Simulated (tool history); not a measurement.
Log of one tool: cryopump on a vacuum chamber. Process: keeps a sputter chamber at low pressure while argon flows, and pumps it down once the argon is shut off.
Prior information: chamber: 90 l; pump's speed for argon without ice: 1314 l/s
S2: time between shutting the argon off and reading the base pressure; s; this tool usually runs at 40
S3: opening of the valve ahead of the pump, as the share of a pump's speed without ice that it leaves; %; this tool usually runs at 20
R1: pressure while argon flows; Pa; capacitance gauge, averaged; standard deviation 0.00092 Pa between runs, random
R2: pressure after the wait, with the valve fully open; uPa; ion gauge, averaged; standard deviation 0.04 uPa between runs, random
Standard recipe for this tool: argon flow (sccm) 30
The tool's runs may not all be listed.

Run 1, day 0: usual settings. Result: R1 0.2015 Pa, R2 2.4 uPa.
Run 2, day 2.075: usual settings but S2 32 s. Result: R1 0.2028 Pa, R2 2.98 uPa.
Run 3, day 6.379: usual settings but S2 24 s. Result: R1 0.2017 Pa, R2 3.77 uPa.
Run 4, day 8.446: usual settings but argon flow (sccm) 51. Result: R1 0.3465 Pa, R2 2.5 uPa.
Run 5, day 11.396: usual settings. Result: R1 0.2032 Pa, R2 2.66 uPa.
Run 6, day 13.392: usual settings but argon flow (sccm) 16. Result: R1 0.1076 Pa, R2 2.74 uPa.
Run 7, day 17.633: usual settings but argon flow (sccm) 14. Result: R1 0.0963 Pa, R2 2.75 uPa.
At day 20.779: pump warmed up, emptied and cooled again.
Run 8, day 20.933: usual settings. Result: R1 0.1927 Pa, R2 2.7 uPa.
Run 9, day 23.333: usual settings. Result: R1 0.1936 Pa, R2 2.72 uPa.
Run 10, day 25.617: usual settings. Result: R1 0.1926 Pa, R2 2.8 uPa.
Run 11, day 29.675: usual settings. Result: R1 0.1932 Pa, R2 2.79 uPa.
Run 12, day 34.075: usual settings. Result: R1 0.1953 Pa, R2 2.81 uPa.
Run 13, day 37.112: usual settings. Result: R1 0.1945 Pa, R2 2.95 uPa.
Run 14, day 39.708: usual settings but S2 22 s. Result: R1 0.1961 Pa, R2 4.75 uPa.
Run 15, day 42.912: usual settings but S2 22 s. Result: R1 0.195 Pa, R2 4.84 uPa.
Run 16, day 46.242: usual settings. Result: R1 0.198 Pa, R2 3.14 uPa.
Run 17, day 50.246: usual settings but S2 57 s. Result: R1 0.1969 Pa, R2 2.63 uPa.
Run 18, day 52.825: usual settings but argon flow (sccm) 35. Result: R1 0.2302 Pa, R2 3.34 uPa.
Run 19, day 56.083: usual settings but argon flow (sccm) 51, S2 267 s. Result: R1 0.3341 Pa, R2 1.63 uPa.
Run 20, day 59.317: usual settings but argon flow (sccm) 51, S2 152 s, S3 15 %. Result: R1 0.4459 Pa, R2 1.94 uPa.
Run 21, day 61.296: usual settings but argon flow (sccm) 57, S2 115 s, S3 48 %. Result: R1 0.1628 Pa, R2 2.17 uPa.
Run 22, day 65.521: usual settings but argon flow (sccm) 57, S2 115 s, S3 44 %. Result: R1 0.177 Pa, R2 2.34 uPa.
Run 23, day 68.867: usual settings but argon flow (sccm) 57, S2 115 s, S3 44 %. Result: R1 0.1788 Pa, R2 2.35 uPa.
Run 24, day 71.692: usual settings but argon flow (sccm) 29, S2 31 s, S3 32 %. Result: R1 0.1242 Pa, R2 4.5 uPa.
Run 25, day 75.5: usual settings but argon flow (sccm) 18, S2 38 s, S3 32 %. Result: R1 0.0769 Pa, R2 3.85 uPa.
Run 26, day 80: usual settings but argon flow (sccm) 18, S2 38 s, S3 32 %. Result: R1 0.0771 Pa, R2 3.94 uPa.
Run 27, day 83.867: usual settings but argon flow (sccm) 22, S2 32 s, S3 38 %. Result: R1 0.0813 Pa, R2 4.61 uPa.
Run 28, day 87.088: usual settings but argon flow (sccm) 17, S3 59 %. Result: R1 0.0417 Pa, R2 4.15 uPa.
Run 29, day 91.362: usual settings but argon flow (sccm) 35, S3 50 %. Result: R1 0.1013 Pa, R2 4.23 uPa.
Run 30, day 95.571: usual settings but argon flow (sccm) 15, S2 21 s, S3 26 %. Result: R1 0.0798 Pa, R2 6.08 uPa.
Run 31, day 98.825: usual settings but argon flow (sccm) 17, S2 255 s. Result: R1 0.1171 Pa, R2 2.62 uPa.
Run 32, day 103.238: usual settings but argon flow (sccm) 17, S2 255 s. Result: R1 0.1145 Pa, R2 2.83 uPa.
Run 33, day 107.208: usual settings but argon flow (sccm) 32, S2 205 s, S3 33 %. Result: R1 0.1389 Pa, R2 2.92 uPa.

Alternative continuations, all from the tool just after run 33; predict every row:
At day 107.85: pump warmed up, emptied and cooled again.
Run A, day 111.396: usual settings but S2 51 s, S3 25 %. Result: R1 ?, R2 ?.
At day 107.85: pump warmed up, emptied and cooled again.
Run B, day 111.396: usual settings but argon flow (sccm) 37, S2 58 s, S3 25 %. Result: R1 ?, R2 ?.
At day 107.85: pump warmed up, emptied and cooled again.
Run C, day 111.396: usual settings but S2 205 s, S3 53 %. Result: R1 ?, R2 ?.
At day 107.85: pump warmed up, emptied and cooled again.
Run D, day 111.396: usual settings but S2 59 s, S3 44 %. Result: R1 ?, R2 ?.
At day 107.85: pump warmed up, emptied and cooled again.
Run E, day 111.396: usual settings but S2 82 s. Result: R1 ?, R2 ?.

run      R1    R2
  A   0.156  3.73
  B  0.1917  3.52
  C   0.073  2.45
  D  0.0883  3.55
  E  0.1933  3.12
What these runs would have given with no unlogged condition in the tool:
run      R1    R2
  A   0.155  1.87
  B  0.1904  1.66
  C   0.072  0.61
  D  0.0873  1.66
  E  0.1923  1.26
